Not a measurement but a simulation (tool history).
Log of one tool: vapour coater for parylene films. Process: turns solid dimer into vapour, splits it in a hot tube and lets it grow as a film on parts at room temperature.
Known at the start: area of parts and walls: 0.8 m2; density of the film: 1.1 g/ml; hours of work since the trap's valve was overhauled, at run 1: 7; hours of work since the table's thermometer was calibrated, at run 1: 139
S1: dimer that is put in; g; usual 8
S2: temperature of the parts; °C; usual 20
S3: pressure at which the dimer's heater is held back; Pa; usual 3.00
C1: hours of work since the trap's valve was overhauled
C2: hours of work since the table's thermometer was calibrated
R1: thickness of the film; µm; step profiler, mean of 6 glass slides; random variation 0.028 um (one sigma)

run 1 day=0.000 | S1=8 S2=20 S3=3.00 | C1=7 C2=139 | R1=4.86
run 2 day=1.125 | S1=11 S2=20 S3=3.00 | C1=25 C2=158 | R1=6.54
run 3 day=2.467 | S1=10 S2=20 S3=3.00 | C1=48 C2=180 | R1=5.93
run 4 day=3.121 | S1=8 S2=20 S3=3.00 | C1=58 C2=190 | R1=4.80
run 5 day=4.354 | S1=8 S2=20 S3=3.00 | C1=79 C2=211 | R1=4.74
-- day=4.625 trap's valve overhauled
run 6 day=5.554 | S1=8 S2=20 S3=3.00 | C1=15 C2=228 | R1=4.75
run 7 day=6.867 | S1=8 S2=20 S3=2.60 | C1=37 C2=250 | R1=4.86
run 8 day=8.192 | S1=8 S2=20 S3=2.60 | C1=59 C2=271 | R1=4.86
run 9 day=8.796 | S1=8 S2=20 S3=2.60 | C1=69 C2=281 | R1=4.88
run 10 day=9.583 | S1=8 S2=21 S3=2.42 | C1=82 C2=294 | R1=4.73
-- day=9.950 trap's valve overhauled, once more
run 11 day=10.871 | S1=8 S2=21 S3=2.42 | C1=15 C2=313 | R1=4.89
run 12 day=11.788 | S1=8 S2=21 S3=2.42 | C1=30 C2=328 | R1=4.77
run 13 day=12.658 | S1=12 S2=20 S3=8.23 | C1=45 C2=342 | R1=5.76
run 14 day=13.275 | S1=8 S2=17 S3=4.58 | C1=55 C2=353 | R1=4.86
run 15 day=13.988 | S1=8 S2=17 S3=4.58 | C1=67 C2=364 | R1=4.85
run 16 day=15.079 | S1=8 S2=17 S3=4.58 | C1=85 C2=382 | R1=4.86
run 17 day=16.017 | S1=8 S2=23 S3=6.64 | C1=100 C2=398 | R1=3.62
run 18 day=16.892 | S1=3 S2=13 S3=4.96 | C1=115 C2=412 | R1=2.03

Hidden state at the last listed run before each entry between runs and at the first one after, where it differs:
Between runs 5 and 6: trap's valve overhauled (day 4.625)
  vapour lost through the trap's worn valve, %: 1.5 -> 2.2; true temperature of the parts over the reading, C: 0.08 -> 0.09
  measured less the result without the state, R1: -0.08 -> -0.12 µm
Between runs 10 and 11: trap's valve overhauled, once more (day 9.950)
  vapour lost through the trap's worn valve, %: 3.1 -> 0.3; true temperature of the parts over the reading, C: 0.12 -> 0.14
  measured less the result without the state, R1: -0.18 -> -0.04 µm
